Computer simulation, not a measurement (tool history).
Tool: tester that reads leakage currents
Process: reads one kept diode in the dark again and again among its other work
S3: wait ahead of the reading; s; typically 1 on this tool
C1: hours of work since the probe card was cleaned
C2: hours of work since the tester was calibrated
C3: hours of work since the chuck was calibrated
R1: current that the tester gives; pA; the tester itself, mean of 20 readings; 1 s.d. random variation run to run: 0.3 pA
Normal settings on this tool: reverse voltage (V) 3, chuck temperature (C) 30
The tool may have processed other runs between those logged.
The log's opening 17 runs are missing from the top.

{"run": 18, "hour": 354.2, "reverse voltage (V)": 15.72, "chuck temperature (C)": 44, "S3": 2.45, "C1": 1688, "C2": 306, "C3": 843, "R1": 681.95}
{"run": 19, "hour": 384.5, "reverse voltage (V)": 4.21, "chuck temperature (C)": 44, "S3": 2.45, "C1": 1702, "C2": 320, "C3": 857, "R1": 403.15}
{"run": 20, "hour": 406.5, "reverse voltage (V)": 1.37, "chuck temperature (C)": 54, "S3": 3.75, "C1": 1713, "C2": 331, "C3": 868, "R1": 509.8}
{"run": 21, "hour": 427.8, "reverse voltage (V)": 1.37, "chuck temperature (C)": 54, "S3": 3.75, "C1": 1723, "C2": 341, "C3": 878, "R1": 509.89}
{"run": 22, "hour": 455.3, "reverse voltage (V)": 6.3, "chuck temperature (C)": 47, "S3": 3.63, "C1": 1736, "C2": 354, "C3": 891, "R1": 575.68}
{"run": 23, "hour": 479.3, "reverse voltage (V)": 6.3, "chuck temperature (C)": 47, "S3": 3.63, "C1": 1747, "C2": 365, "C3": 902, "R1": 576.52}
{"run": 24, "hour": 498.6, "reverse voltage (V)": 2.7, "chuck temperature (C)": 30, "S3": 0.92, "C1": 1756, "C2": 374, "C3": 911, "R1": 125.59}
{"run": 25, "hour": 513.9, "reverse voltage (V)": 3, "chuck temperature (C)": 36, "S3": 1, "C1": 1763, "C2": 381, "C3": 918, "R1": 202.27}
{"run": 26, "hour": 541.5, "reverse voltage (V)": 3, "chuck temperature (C)": 36, "S3": 1, "C1": 1776, "C2": 394, "C3": 931, "R1": 202.31}
{"run": 27, "hour": 558.2, "reverse voltage (V)": 3, "chuck temperature (C)": 36, "S3": 1, "C1": 1784, "C2": 402, "C3": 939, "R1": 201.1}
{"run": 28, "hour": 582.9, "reverse voltage (V)": 3, "chuck temperature (C)": 36, "S3": 1, "C1": 1796, "C2": 414, "C3": 951, "R1": 201.26}
{"run": 29, "hour": 599.8, "reverse voltage (V)": 6.17, "chuck temperature (C)": 21, "S3": 0.69, "C1": 1804, "C2": 422, "C3": 959, "R1": 96.07}
{"run": 30, "hour": 623.1, "reverse voltage (V)": 6.17, "chuck temperature (C)": 21, "S3": 0.69, "C1": 1815, "C2": 432, "C3": 970, "R1": 96.16}

Forecast each of these 3 alternatives for the next run:
{"run": "A", "hour": 639.8, "reverse voltage (V)": 1.63, "chuck temperature (C)": 31, "S3": 9.59, "C1": 1822, "C2": 440, "C3": 978, "R1": "?"}
{"run": "B", "hour": 639.8, "reverse voltage (V)": 3, "chuck temperature (C)": 30, "S3": 7.37, "C1": 1822, "C2": 440, "C3": 978, "R1": "?"}
{"run": "C", "hour": 639.8, "reverse voltage (V)": 2.97, "chuck temperature (C)": 23, "S3": 1, "C1": 1822, "C2": 440, "C3": 978, "R1": "?"}

run=A R1=109.88
run=B R1=131.42
run=C R1=79.06
What these runs would have given with no unlogged condition in the tool:
run=A R1=112.54
run=B R1=131.89
run=C R1=76.53
